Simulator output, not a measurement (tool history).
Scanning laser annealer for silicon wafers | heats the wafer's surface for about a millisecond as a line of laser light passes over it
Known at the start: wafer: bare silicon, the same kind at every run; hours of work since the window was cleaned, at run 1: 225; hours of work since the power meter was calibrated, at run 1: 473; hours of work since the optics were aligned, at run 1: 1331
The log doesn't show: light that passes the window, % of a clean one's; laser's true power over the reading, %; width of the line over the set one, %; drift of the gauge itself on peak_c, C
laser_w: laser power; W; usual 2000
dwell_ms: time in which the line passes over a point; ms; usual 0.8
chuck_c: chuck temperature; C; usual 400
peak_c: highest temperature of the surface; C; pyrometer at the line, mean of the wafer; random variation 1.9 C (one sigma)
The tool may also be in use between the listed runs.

| run | hour | laser_w | dwell_ms | chuck_c | hours of work since the window was cleaned | hours of work since the power meter was calibrated | hours of work since the optics were aligned | peak_c |
|---|---|---|---|---|---|---|---|---|
| 1 | 0 | 2000 | 0.8 | 400 | 225 | 473 | 1331 | 1084 |
| 2 | 27.2 | 1968 | 0.8 | 400 | 236 | 484 | 1342 | 1075 |
| 3 | 43.1 | 2000 | 0.8 | 400 | 242 | 490 | 1348 | 1084 |
| 4 | 72.2 | 2140 | 0.8 | 400 | 254 | 502 | 1360 | 1133 |
| 5 | 87.3 | 1786 | 0.8 | 400 | 260 | 508 | 1366 | 1010 |
| 6 | 103.8 | 1786 | 0.8 | 375 | 267 | 515 | 1372 | 984 |
| 7 | 134.1 | 1786 | 0.8 | 375 | 279 | 527 | 1384 | 985 |
| 8 | 147.5 | 1786 | 0.8 | 375 | 284 | 532 | 1390 | 984 |
| 9 | 164 | 1786 | 0.8 | 375 | 291 | 539 | 1397 | 982 |
| 10 | 193.1 | 1786 | 0.8 | 375 | 303 | 551 | 1408 | 981 |
| 11 | 215.1 | 1770 | 0.8 | 400 | 312 | 559 | 1417 | 1001 |
| 12 | 231.4 | 2000 | 0.8 | 400 | 318 | 566 | 1424 | 1080 |
| 13 | 261.7 | 2000 | 0.728 | 400 | 330 | 578 | 1436 | 1050 |
| 14 | 280.4 | 2000 | 0.728 | 400 | 338 | 586 | 1443 | 1048 |
| 15 | 296.8 | 2000 | 0.728 | 370 | 344 | 592 | 1450 | 1020 |
| 16 | 311.7 | 2000 | 0.728 | 370 | 350 | 598 | 1456 | 1017 |
| 17 | 338.1 | 2000 | 0.728 | 370 | 361 | 609 | 1467 | 1021 |
|  | 343.6 | laser's power meter calibrated |
| 18 | 367.6 | 1852 | 0.808 | 370 | 372 | 10 | 1477 | 1001 |
| 19 | 397.9 | 1852 | 0.808 | 370 | 384 | 22 | 1489 | 996 |
| 20 | 424 | 1852 | 0.808 | 370 | 394 | 32 | 1500 | 998 |
| 21 | 444.4 | 1899 | 0.958 | 424 | 403 | 41 | 1508 | 1123 |
| 22 | 458.9 | 2000 | 0.868 | 400 | 408 | 46 | 1514 | 1104 |
| 23 | 488.3 | 1913 | 0.852 | 400 | 420 | 58 | 1526 | 1066 |
|  | 517.9 | laser's power meter calibrated, once more |
| 24 | 519.8 | 1913 | 0.847 | 425 | 432 | 1 | 1537 | 1094 |

Forecast each of these 3 alternatives for the next run:
| A | 547.4 | 1913 | 0.723 | 385 | 443 | 12 | 1548 | ? |
| B | 547.4 | 2003 | 0.804 | 425 | 443 | 12 | 1548 | ? |
| C | 547.4 | 1968 | 0.846 | 425 | 443 | 12 | 1548 | ? |

| run | peak_c |
|---|---|
| A | 1007 |
| B | 1105 |
| C | 1109 |
Without the tool's hidden state the same runs would have given:
| run | peak_c |
|---|---|
| A | 1030 |
| B | 1131 |
| C | 1135 |

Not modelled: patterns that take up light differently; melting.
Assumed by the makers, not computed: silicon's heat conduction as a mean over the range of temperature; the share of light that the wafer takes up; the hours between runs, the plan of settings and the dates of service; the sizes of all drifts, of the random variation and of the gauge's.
